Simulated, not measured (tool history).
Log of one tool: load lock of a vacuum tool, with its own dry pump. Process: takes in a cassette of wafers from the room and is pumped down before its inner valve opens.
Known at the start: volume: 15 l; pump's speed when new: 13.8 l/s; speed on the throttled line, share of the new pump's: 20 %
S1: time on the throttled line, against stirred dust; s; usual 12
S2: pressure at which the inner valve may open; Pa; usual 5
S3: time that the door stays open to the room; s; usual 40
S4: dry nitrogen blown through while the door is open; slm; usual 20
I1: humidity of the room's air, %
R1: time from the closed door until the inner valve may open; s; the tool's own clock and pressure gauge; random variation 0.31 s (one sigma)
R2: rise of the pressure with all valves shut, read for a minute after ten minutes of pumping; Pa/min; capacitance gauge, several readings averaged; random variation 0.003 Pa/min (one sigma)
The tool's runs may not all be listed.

Run 1, hour 0.0: usual settings; I1 44.5. Result: R1 20.6 s, R2 0.052 Pa/min.
Run 2, hour 51.9: usual settings but S1 9 s; I1 44.9. Result: R1 18.3 s, R2 0.048 Pa/min.
Run 3, hour 112.9: usual settings but S1 8 s; I1 42.6. Result: R1 17.6 s, R2 0.048 Pa/min.
Run 4, hour 196.5: usual settings but S1 20 s; I1 49.3. Result: R1 26.6 s, R2 0.056 Pa/min.
Run 5, hour 246.8: usual settings but S1 20 s; I1 44.5. Result: R1 27.1 s, R2 0.047 Pa/min.
Run 6, hour 286.5: usual settings but S1 20 s; I1 46.3. Result: R1 26.9 s, R2 0.048 Pa/min.
Run 7, hour 332.4: usual settings but S2 8 Pa; I1 47.3. Result: R1 19.5 s, R2 0.048 Pa/min.
Run 8, hour 400.3: usual settings; I1 46.1. Result: R1 20.4 s, R2 0.052 Pa/min.
Run 9, hour 446.5: usual settings but S4 5 slm; I1 40.7. Result: R1 20.4 s, R2 0.069 Pa/min.
Run 10, hour 536.9: usual settings but S4 5 slm; I1 47.7. Result: R1 20.1 s, R2 0.073 Pa/min.
Run 11, hour 589.6: usual settings; I1 46.5. Result: R1 20.9 s, R2 0.049 Pa/min.
Run 12, hour 632.7: usual settings; I1 41.4. Result: R1 19.9 s, R2 0.039 Pa/min.
Run 13, hour 719.6: usual settings; I1 44.6. Result: R1 20.5 s, R2 0.044 Pa/min.
Run 14, hour 790.2: usual settings; I1 45.4. Result: R1 20.6 s, R2 0.050 Pa/min.
Run 15, hour 843.5: usual settings; I1 44.9. Result: R1 20.3 s, R2 0.050 Pa/min.
Run 16, hour 915.5: usual settings but S1 22 s; I1 46.2. Result: R1 28.5 s, R2 0.048 Pa/min.
Run 17, hour 957.8: usual settings but S1 22 s; I1 41.5. Result: R1 28.7 s, R2 0.049 Pa/min.
Run 18, hour 1003.0: usual settings but S1 11 s, S2 7 Pa, S3 141 s, S4 24 slm; I1 44.3. Result: R1 19.5 s, R2 0.089 Pa/min.
Run 19, hour 1079.6: usual settings but S3 89 s; I1 41.1. Result: R1 20.5 s, R2 0.072 Pa/min.
Run 20, hour 1144.9: usual settings but S1 15 s, S3 37 s, S4 30 slm; I1 43.0. Result: R1 23.3 s, R2 0.039 Pa/min.
Run 21, hour 1197.6: usual settings but S2 4 Pa; I1 43.8. Result: R1 21.1 s, R2 0.049 Pa/min.
Run 22, hour 1254.8: usual settings but S2 4 Pa, S3 118 s, S4 10 slm; I1 43.3. Result: R1 20.7 s, R2 0.114 Pa/min.
Run 23, hour 1302.2: usual settings but S1 11 s, S4 21 slm; I1 45.5. Result: R1 19.9 s, R2 0.049 Pa/min.

Forecast run 24:
Run 24, hour 1378.5: usual settings but S1 11 s, S4 21 slm; I1 44.5. Result: R1 ?, R2 ?.

R1: 20.2 s
R2: 0.048 Pa/min
Without the tool's hidden state the same run would have given R1 20.2 s, R2 0.048 Pa/min.
